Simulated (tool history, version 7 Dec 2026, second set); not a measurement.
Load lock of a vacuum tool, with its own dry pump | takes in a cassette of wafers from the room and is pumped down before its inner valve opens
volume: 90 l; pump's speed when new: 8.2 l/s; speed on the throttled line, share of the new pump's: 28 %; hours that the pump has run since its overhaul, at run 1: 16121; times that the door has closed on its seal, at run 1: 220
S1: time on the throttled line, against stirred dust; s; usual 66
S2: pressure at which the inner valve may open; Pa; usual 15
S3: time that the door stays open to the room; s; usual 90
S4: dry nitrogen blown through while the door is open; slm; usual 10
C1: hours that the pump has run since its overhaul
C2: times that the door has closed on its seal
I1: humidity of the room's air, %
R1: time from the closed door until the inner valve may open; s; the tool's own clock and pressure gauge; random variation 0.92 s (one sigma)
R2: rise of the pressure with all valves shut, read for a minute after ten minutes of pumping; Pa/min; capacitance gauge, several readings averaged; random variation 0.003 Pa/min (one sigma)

{"run": 1, "hour": 0.0, "S1": 66, "S2": 15, "S3": 90, "S4": 10, "C1": 16121, "C2": 220, "I1": 47.8, "R1": 168.9, "R2": 0.055}
{"run": 2, "hour": 106.7, "S1": 66, "S2": 15, "S3": 90, "S4": 10, "C1": 16228, "C2": 341, "I1": 44.7, "R1": 169.2, "R2": 0.052}
{"run": 3, "hour": 211.0, "S1": 66, "S2": 15, "S3": 27, "S4": 10, "C1": 16332, "C2": 459, "I1": 45.0, "R1": 169.7, "R2": 0.034}
{"run": 4, "hour": 424.3, "S1": 66, "S2": 15, "S3": 27, "S4": 10, "C1": 16545, "C2": 702, "I1": 43.3, "R1": 167.9, "R2": 0.025}
{"run": 5, "hour": 574.5, "S1": 66, "S2": 15, "S3": 90, "S4": 6, "C1": 16696, "C2": 873, "I1": 45.7, "R1": 170.3, "R2": 0.061}
{"run": 6, "hour": 756.2, "S1": 66, "S2": 15, "S3": 90, "S4": 10, "C1": 16877, "C2": 1079, "I1": 42.2, "R1": 170.5, "R2": 0.053}
{"run": 7, "hour": 868.5, "S1": 66, "S2": 16, "S3": 90, "S4": 10, "C1": 16990, "C2": 1207, "I1": 46.3, "R1": 168.5, "R2": 0.055}
{"run": 8, "hour": 985.6, "S1": 66, "S2": 16, "S3": 90, "S4": 10, "C1": 17107, "C2": 1340, "I1": 42.5, "R1": 167.8, "R2": 0.055}
{"run": 9, "hour": 1124.6, "S1": 66, "S2": 16, "S3": 90, "S4": 10, "C1": 17246, "C2": 1498, "I1": 44.9, "R1": 166.9, "R2": 0.055}
{"run": 10, "hour": 1270.6, "S1": 66, "S2": 15, "S3": 90, "S4": 10, "C1": 17392, "C2": 1664, "I1": 47.2, "R1": 171.3, "R2": 0.058}
{"run": 11, "hour": 1428.3, "S1": 66, "S2": 15, "S3": 90, "S4": 10, "C1": 17549, "C2": 1843, "I1": 48.0, "R1": 171.3, "R2": 0.058}
{"run": 12, "hour": 1587.7, "S1": 66, "S2": 12, "S3": 90, "S4": 10, "C1": 17709, "C2": 2024, "I1": 41.8, "R1": 175.6, "R2": 0.054}
{"run": 13, "hour": 1786.9, "S1": 66, "S2": 12, "S3": 90, "S4": 10, "C1": 17908, "C2": 2251, "I1": 43.7, "R1": 175.3, "R2": 0.059}
{"run": 14, "hour": 1999.9, "S1": 66, "S2": 15, "S3": 210, "S4": 10, "C1": 18121, "C2": 2493, "I1": 44.4, "R1": 172.3, "R2": 0.084}
{"run": 15, "hour": 2153.2, "S1": 129, "S2": 15, "S3": 27, "S4": 10, "C1": 18274, "C2": 2667, "I1": 43.4, "R1": 214.3, "R2": 0.032}
{"run": 16, "hour": 2348.6, "S1": 66, "S2": 15, "S3": 42, "S4": 10, "C1": 18470, "C2": 2889, "I1": 47.1, "R1": 170.1, "R2": 0.042}
{"run": 17, "hour": 2529.4, "S1": 66, "S2": 15, "S3": 42, "S4": 10, "C1": 18650, "C2": 3094, "I1": 48.4, "R1": 171.9, "R2": 0.046}
{"run": 18, "hour": 2616.7, "S1": 122, "S2": 15, "S3": 42, "S4": 25, "C1": 18738, "C2": 3194, "I1": 44.9, "R1": 206.8, "R2": 0.038}
{"run": 19, "hour": 2743.3, "S1": 66, "S2": 15, "S3": 90, "S4": 8, "C1": 18864, "C2": 3337, "I1": 43.5, "R1": 173.1, "R2": 0.06}
{"run": 20, "hour": 2944.6, "S1": 60, "S2": 15, "S3": 216, "S4": 19, "C1": 19066, "C2": 3566, "I1": 44.9, "R1": 169.8, "R2": 0.081}
{"run": 21, "hour": 3086.1, "S1": 66, "S2": 15, "S3": 90, "S4": 19, "C1": 19207, "C2": 3727, "I1": 44.4, "R1": 174.9, "R2": 0.057}
{"run": 22, "hour": 3294.4, "S1": 54, "S2": 15, "S3": 90, "S4": 19, "C1": 19416, "C2": 3964, "I1": 44.6, "R1": 166.8, "R2": 0.051}
{"hour": 3373.5, "done": "dry pump taken out, an overhauled one fitted"}
{"run": 23, "hour": 3478.0, "S1": 114, "S2": 15, "S3": 90, "S4": 22, "C1": 104, "C2": 4166, "I1": 48.1, "R1": 179.1, "R2": 0.056}
{"run": 24, "hour": 3688.9, "S1": 53, "S2": 15, "S3": 209, "S4": 13, "C1": 315, "C2": 4405, "I1": 42.9, "R1": 134.4, "R2": 0.09}
{"run": 25, "hour": 3818.6, "S1": 53, "S2": 11, "S3": 34, "S4": 34, "C1": 445, "C2": 4553, "I1": 43.6, "R1": 139.6, "R2": 0.036}
{"run": 26, "hour": 3931.5, "S1": 43, "S2": 18, "S3": 43, "S4": 6, "C1": 558, "C2": 4681, "I1": 47.4, "R1": 125.5, "R2": 0.061}

3 ways to go on from here, each from the tool as it stands after run 26. What would each give?
{"run": "A", "hour": 4066.5, "S1": 46, "S2": 15, "S3": 62, "S4": 10, "C1": 693, "C2": 4834, "I1": 42.7, "R1": "?", "R2": "?"}
{"run": "B", "hour": 4066.5, "S1": 120, "S2": 30, "S3": 43, "S4": 6, "C1": 693, "C2": 4834, "I1": 45.1, "R1": "?", "R2": "?"}
{"run": "C", "hour": 4066.5, "S1": 43, "S2": 13, "S3": 50, "S4": 31, "C1": 693, "C2": 4834, "I1": 43.4, "R1": "?", "R2": "?"}

run=A R1=130.8 R2=0.052
run=B R1=174.4 R2=0.057
run=C R1=130.5 R2=0.041
Without the tool's hidden state the same runs would have given:
run=A R1=130.5 R2=0.035
run=B R1=174.3 R2=0.040
run=C R1=130.3 R2=0.023

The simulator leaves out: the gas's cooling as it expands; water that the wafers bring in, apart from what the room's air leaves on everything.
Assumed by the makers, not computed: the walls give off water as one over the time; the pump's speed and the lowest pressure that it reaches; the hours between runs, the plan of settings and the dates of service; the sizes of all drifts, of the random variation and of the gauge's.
